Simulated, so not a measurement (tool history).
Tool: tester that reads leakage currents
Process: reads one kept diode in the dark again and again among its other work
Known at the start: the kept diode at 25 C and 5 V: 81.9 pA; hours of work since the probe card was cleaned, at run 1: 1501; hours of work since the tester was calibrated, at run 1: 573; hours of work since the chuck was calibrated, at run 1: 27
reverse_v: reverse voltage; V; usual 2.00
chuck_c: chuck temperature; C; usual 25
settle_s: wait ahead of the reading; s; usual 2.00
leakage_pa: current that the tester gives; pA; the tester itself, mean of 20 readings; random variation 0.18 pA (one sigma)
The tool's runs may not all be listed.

run   hour  reverse_v  chuck_c  settle_s  hours of work since the probe card was cleaned  hours of work since the tester was calibrated  hours of work since the chuck was calibrated  leakage_pa
  1    0.0       2.00       25      2.00                                            1501                                            573                                            27       60.85
  2   23.5       2.00       25      2.00                                            1512                                            585                                            38       60.71
  3   49.3       2.00       25      2.00                                            1525                                            598                                            51       60.82
  4   77.4       2.00       25      2.00                                            1539                                            612                                            65       60.59
  5  106.6       2.00       25      2.00                                            1554                                            627                                            80       60.02
  6  135.9       2.00       25      2.00                                            1568                                            641                                            94       60.18
  7  163.7       2.00       25      2.00                                            1582                                            655                                           108       60.17
  8  180.2       2.00       25      0.46                                            1590                                            663                                           116       60.66
  9  205.6       2.00       25      0.46                                            1603                                            676                                           129       60.20
 10  222.6       2.00       25      0.72                                            1611                                            684                                           138       60.27
 11  242.1       2.00       25      0.72                                            1621                                            694                                           147       60.02

The next listed run, before its measurement:
     253.3  -- probe card cleaned and baked
 12  258.8       1.26       44      2.71                                               3                                            701                                           154           ?

{"run 12": {"leakage_pa": 222.81}}
Without the tool's hidden state the same run would have given leakage_pa 227.53 pA.
